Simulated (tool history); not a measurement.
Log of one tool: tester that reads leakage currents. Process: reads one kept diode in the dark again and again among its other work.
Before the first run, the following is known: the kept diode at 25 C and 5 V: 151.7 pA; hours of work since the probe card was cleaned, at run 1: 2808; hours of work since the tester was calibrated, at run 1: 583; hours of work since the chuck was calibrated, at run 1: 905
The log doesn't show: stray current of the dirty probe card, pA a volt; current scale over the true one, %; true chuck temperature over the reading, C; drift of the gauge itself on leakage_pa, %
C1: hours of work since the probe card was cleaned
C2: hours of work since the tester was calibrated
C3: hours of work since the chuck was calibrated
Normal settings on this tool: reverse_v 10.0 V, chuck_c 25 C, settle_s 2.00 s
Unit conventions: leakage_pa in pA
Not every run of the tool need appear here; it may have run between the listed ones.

run 1 hour=0.0 | reverse_v=10.0 chuck_c=25 settle_s=2.00 | C1=2808 C2=583 C3=905 | leakage_pa=196.81
run 2 hour=29.5 | reverse_v=10.0 chuck_c=25 settle_s=2.00 | C1=2824 C2=599 C3=921 | leakage_pa=197.01
run 3 hour=56.0 | reverse_v=10.0 chuck_c=25 settle_s=2.00 | C1=2838 C2=613 C3=935 | leakage_pa=195.54
run 4 hour=70.0 | reverse_v=10.0 chuck_c=25 settle_s=9.41 | C1=2846 C2=621 C3=942 | leakage_pa=194.07
run 5 hour=89.2 | reverse_v=10.0 chuck_c=42 settle_s=2.00 | C1=2856 C2=631 C3=953 | leakage_pa=732.09
run 6 hour=123.4 | reverse_v=10.0 chuck_c=25 settle_s=6.08 | C1=2874 C2=650 C3=971 | leakage_pa=194.43
run 7 hour=142.4 | reverse_v=10.0 chuck_c=35 settle_s=0.90 | C1=2885 C2=660 C3=981 | leakage_pa=436.31
run 8 hour=161.0 | reverse_v=10.0 chuck_c=35 settle_s=0.90 | C1=2895 C2=670 C3=991 | leakage_pa=437.27
run 9 hour=179.9 | reverse_v=1.3 chuck_c=45 settle_s=9.75 | C1=2905 C2=680 C3=1001 | leakage_pa=443.21

Run 10, settings as shown, results not yet in. Your forecast:
-- hour=207.3 probe card cleaned and baked
run 10 hour=213.2 | reverse_v=1.2 chuck_c=45 settle_s=9.75 | C1=3 C2=696 C3=1017 | leakage_pa=?

Run 10 gave leakage_pa 426.97 pA.
With the hidden condition absent and the run-to-run variation left alone, this run would have shown leakage_pa 427.57 pA.

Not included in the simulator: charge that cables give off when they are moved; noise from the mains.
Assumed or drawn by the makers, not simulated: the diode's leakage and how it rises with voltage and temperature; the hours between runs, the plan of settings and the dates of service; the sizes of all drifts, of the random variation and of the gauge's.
